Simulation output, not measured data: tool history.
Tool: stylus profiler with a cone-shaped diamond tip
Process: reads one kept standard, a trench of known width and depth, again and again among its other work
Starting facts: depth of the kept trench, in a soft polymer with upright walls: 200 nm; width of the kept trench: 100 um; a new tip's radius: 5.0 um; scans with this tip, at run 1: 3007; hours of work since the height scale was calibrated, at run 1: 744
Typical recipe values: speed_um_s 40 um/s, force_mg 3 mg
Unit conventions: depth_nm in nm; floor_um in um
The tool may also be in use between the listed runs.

run,day,speed_um_s,force_mg,scans with this tip,hours of work since the height scale was calibrated,depth_nm,floor_um
1,0,40,3,3007,744,201.71,96.58
2,1.954,40,3,3091,765,201.56,96.48
3,3.542,40,3,3159,782,201.52,96.52
4,5.004,17,3,3221,798,201.57,96.67
5,6.7,17,6.61,3294,816,203.07,96.65
6,8.283,17,6.61,3362,832,203.21,96.67
7,9.817,17,6.61,3428,849,203.18,96.65
8,11.517,40,3,3501,867,201.48,96.41
9,12.408,40,2.27,3539,876,201.2,96.46
10,13.842,11,3,3601,891,201.65,96.64
11,15.783,111,3,3684,912,201.54,96.04
12,16.767,41,3,3726,923,201.53,96.42
13,18.796,41,3,3813,944,201.39,96.37
14,20.004,41,3,3865,957,201.65,96.44
15,21.062,41,3,3910,968,201.6,96.37
16,22.179,40,6.95,3958,980,203.08,96.48
17,23.854,12,3,4030,998,201.56,96.49
18,25.875,12,3,4117,1019,201.58,96.51
19,27.254,21,1.58,4176,1034,200.75,96.4
# day 27.388: height scale calibrated on a step standard
20,29.158,64,1.41,4257,19,200.29,96.1
21,30.379,49,2.24,4309,32,200.87,96.23
22,31.35,18,4.36,4351,42,201.79,96.51
23,32.942,18,5.98,4419,59,202.42,96.49
24,34.483,113,1.29,4485,75,200.14,95.59
25,36.042,131,3.06,4552,92,201.09,95.8
# day 36.446: height scale calibrated on a step standard, once more
26,37.35,40,3.2,4607,10,202.05,96.26
27,38.288,11,1.88,4648,20,201.59,96.43
28,39.308,40,1.1,4692,30,201.11,96.1
29,41.071,115,1.06,4767,49,201.01,95.44
30,42.358,115,1.06,4822,63,201.08,95.4

3 ways to go on from here, each from the tool as it stands after run 30. What would each give?
A,44.062,40,1.46,4896,81,?,?
B,44.062,54,3,4896,81,?,?
C,44.062,134,1.06,4896,81,?,?

run,depth_nm,floor_um
A,201.23,96.13
B,202.09,96.18
C,200.93,95.19
Stripped of hidden state, with their random variation kept, the same runs would have yielded:
run,depth_nm,floor_um
A,201.3,96.86
B,202.16,96.91
C,201,95.92
